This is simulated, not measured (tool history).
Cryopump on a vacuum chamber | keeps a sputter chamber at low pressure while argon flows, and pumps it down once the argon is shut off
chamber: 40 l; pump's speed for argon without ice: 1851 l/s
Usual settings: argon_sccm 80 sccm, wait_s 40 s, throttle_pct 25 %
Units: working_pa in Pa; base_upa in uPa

run,hour,argon_sccm,wait_s,throttle_pct,working_pa,base_upa
1,0.0,80,40,25,0.3018,1.39
2,19.3,80,40,25,0.3020,1.36
3,29.5,80,40,25,0.3030,1.42
4,46.2,80,40,25,0.3025,1.39
5,56.1,80,40,25,0.3042,1.40
6,73.5,80,40,25,0.3016,1.40
7,93.2,53,40,25,0.2013,1.39
8,110.1,80,40,25,0.3041,1.36
9,122.2,80,40,25,0.3048,1.38
10,130.9,80,40,25,0.3062,1.45
11,141.3,80,40,56,0.1429,1.45
12,149.8,80,40,25,0.3038,1.40
13,157.9,80,40,25,0.3049,1.40
14,172.0,80,40,25,0.3067,1.40
15,184.0,80,40,25,0.3090,1.47
16,202.1,80,40,25,0.3073,1.41
17,218.3,80,40,25,0.3067,1.41
18,234.3,80,40,25,0.3081,1.40
19,251.6,52,40,25,0.1979,1.45
20,259.9,52,112,25,0.1985,0.91
21,273.2,32,22,34,0.0911,2.09
22,286.4,32,214,34,0.0933,0.77
23,305.8,32,214,31,0.1024,0.73
24,325.4,78,91,41,0.1912,0.98
25,336.4,119,39,25,0.4639,1.49
26,347.8,119,39,25,0.4662,1.51
27,365.0,80,65,25,0.3112,1.16
28,382.6,61,65,25,0.2380,1.11
29,394.7,80,55,25,0.3135,1.21
30,411.4,39,95,29,0.1335,0.95
31,427.3,39,95,29,0.1325,1.05
32,446.2,80,28,33,0.2439,1.88
33,460.7,54,164,33,0.1643,0.86

Forecast each of these 5 alternatives for the next run:
A,473.8,54,164,39,?,?
B,473.8,100,149,33,?,?
C,473.8,49,23,37,?,?
D,473.8,54,162,22,?,?
E,473.8,63,164,33,?,?

run,working_pa,base_upa
A,0.1418,0.83
B,0.3063,0.88
C,0.1356,2.16
D,0.2390,0.88
E,0.1935,0.83
Without the tool's hidden state the same runs would have given:
run,working_pa,base_upa
A,0.1267,0.35
B,0.2781,0.39
C,0.1218,1.67
D,0.2238,0.39
E,0.1757,0.35
